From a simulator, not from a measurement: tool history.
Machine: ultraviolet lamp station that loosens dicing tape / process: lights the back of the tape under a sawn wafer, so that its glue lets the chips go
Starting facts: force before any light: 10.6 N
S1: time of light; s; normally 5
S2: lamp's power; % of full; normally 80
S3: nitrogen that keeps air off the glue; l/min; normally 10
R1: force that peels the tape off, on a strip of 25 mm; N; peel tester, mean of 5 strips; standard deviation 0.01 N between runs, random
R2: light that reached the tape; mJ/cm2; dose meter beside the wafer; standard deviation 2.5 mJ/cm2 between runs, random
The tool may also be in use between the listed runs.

Run 1, hour 0: usual settings. Result: R1 0.442 N, R2 295 mJ/cm2.
Run 2, hour 54.7: usual settings. Result: R1 0.43 N, R2 292 mJ/cm2.
Run 3, hour 90.9: usual settings but S3 16 l/min. Result: R1 0.291 N, R2 294 mJ/cm2.
Run 4, hour 124.6: usual settings but S3 16 l/min. Result: R1 0.285 N, R2 299 mJ/cm2.
Run 5, hour 170.9: usual settings. Result: R1 0.423 N, R2 295 mJ/cm2.
Run 6, hour 199.6: usual settings. Result: R1 0.43 N, R2 291 mJ/cm2.
Run 7, hour 237.2: usual settings. Result: R1 0.443 N, R2 295 mJ/cm2.
Run 8, hour 274.8: usual settings but S2 81 % of full. Result: R1 0.427 N, R2 300 mJ/cm2.
Run 9, hour 321.2: usual settings but S2 81 % of full. Result: R1 0.433 N, R2 299 mJ/cm2.
At hour 355.1: window cleaned of glue's vapour.
Run 10, hour 370: usual settings but S2 81 % of full. Result: R1 0.433 N, R2 300 mJ/cm2.
Run 11, hour 400.8: usual settings but S2 81 % of full. Result: R1 0.43 N, R2 301 mJ/cm2.
Run 12, hour 444.3: usual settings but S2 81 % of full. Result: R1 0.42 N, R2 302 mJ/cm2.
Run 13, hour 482.1: usual settings but S2 81 % of full. Result: R1 0.435 N, R2 292 mJ/cm2.
Run 14, hour 507.7: usual settings but S2 64 % of full. Result: R1 0.789 N, R2 238 mJ/cm2.
Run 15, hour 533.4: usual settings. Result: R1 0.437 N, R2 297 mJ/cm2.
Run 16, hour 577.6: usual settings. Result: R1 0.442 N, R2 297 mJ/cm2.
Run 17, hour 616.7: usual settings. Result: R1 0.428 N, R2 294 mJ/cm2.
Run 18, hour 642.2: usual settings. Result: R1 0.431 N, R2 297 mJ/cm2.
Run 19, hour 685.7: usual settings but S3 12 l/min. Result: R1 0.376 N, R2 292 mJ/cm2.
Run 20, hour 736.7: usual settings but S3 12 l/min. Result: R1 0.378 N, R2 301 mJ/cm2.
Run 21, hour 778.9: usual settings but S1 4 s. Result: R1 0.798 N, R2 236 mJ/cm2.
Run 22, hour 823.9: usual settings but S2 91 % of full. Result: R1 0.311 N, R2 339 mJ/cm2.
Run 23, hour 867: usual settings but S2 91 % of full. Result: R1 0.3 N, R2 334 mJ/cm2.
Run 24, hour 920.4: usual settings but S2 91 % of full. Result: R1 0.299 N, R2 336 mJ/cm2.
Run 25, hour 980.3: usual settings but S1 8 s, S2 100 % of full. Result: R1 0.09 N, R2 590 mJ/cm2.
Run 26, hour 1024.4: usual settings but S1 2 s, S2 68 % of full. Result: R1 3.466 N, R2 98 mJ/cm2.
Run 27, hour 1056.9: usual settings but S1 2 s, S2 64 % of full, S3 18 l/min. Result: R1 3.02 N, R2 94 mJ/cm2.
Run 28, hour 1116.4: usual settings but S1 3 s, S3 9 l/min. Result: R1 1.598 N, R2 180 mJ/cm2.
At hour 1138.1: window cleaned of glue's vapour.
Run 29, hour 1145.4: usual settings but S1 3 s, S3 9 l/min. Result: R1 1.5 N, R2 177 mJ/cm2.
Run 30, hour 1171.4: usual settings but S1 3 s, S3 9 l/min. Result: R1 1.603 N, R2 179 mJ/cm2.
Run 31, hour 1227.5: usual settings. Result: R1 0.439 N, R2 298 mJ/cm2.
Run 32, hour 1275.3: usual settings but S1 6 s, S2 98 % of full. Result: R1 0.152 N, R2 440 mJ/cm2.
Run 33, hour 1325.9: usual settings but S1 9 s, S3 16 l/min. Result: R1 0.09 N, R2 533 mJ/cm2.
Run 34, hour 1367.4: usual settings but S1 3 s, S2 74 % of full, S3 3 l/min. Result: R1 3.22 N, R2 162 mJ/cm2.
Run 35, hour 1417.2: usual settings but S3 9 l/min. Result: R1 0.499 N, R2 294 mJ/cm2.
Run 36, hour 1462.7: usual settings but S3 9 l/min. Result: R1 0.483 N, R2 296 mJ/cm2.
Run 37, hour 1504.2: usual settings but S1 4 s, S3 7 l/min. Result: R1 1.023 N, R2 238 mJ/cm2.
Run 38, hour 1560.6: usual settings but S1 9 s, S2 71 % of full, S3 11 l/min. Result: R1 0.107 N, R2 474 mJ/cm2.
Run 39, hour 1600.1: usual settings but S1 3 s, S2 84 % of full, S3 19 l/min. Result: R1 0.897 N, R2 182 mJ/cm2.
Run 40, hour 1660.8: usual settings but S1 4 s, S2 73 % of full, S3 6 l/min. Result: R1 1.419 N, R2 219 mJ/cm2.
Run 41, hour 1713.2: usual settings but S1 4 s, S2 73 % of full, S3 6 l/min. Result: R1 1.405 N, R2 219 mJ/cm2.
Run 42, hour 1752.6: usual settings but S2 83 % of full, S3 3 l/min. Result: R1 1.188 N, R2 307 mJ/cm2.

Here are 5 independent what-if runs from the current tool condition. What would each one return?
Run A, hour 1802: usual settings but S1 4 s, S2 79 % of full, S3 18 l/min. Result: R1 ?, R2 ?.
Run B, hour 1802: usual settings but S2 84 % of full, S3 3 l/min. Result: R1 ?, R2 ?.
Run C, hour 1802: usual settings but S3 4 l/min. Result: R1 ?, R2 ?.
Run D, hour 1802: usual settings but S2 92 % of full, S3 9 l/min. Result: R1 ?, R2 ?.
Run E, hour 1802: usual settings but S2 83 % of full, S3 7 l/min. Result: R1 ?, R2 ?.

run     R1   R2
  A  0.516  232
  B  1.146  312
  C  1.007  296
  D  0.334  336
  E  0.552  308
Take away the tool's hidden state, keep each run's random variation, and the runs would have read:
run     R1   R2
  A  0.511  233
  B  1.138  313
  C  0.999  297
  D  0.331  337
  E  0.547  309
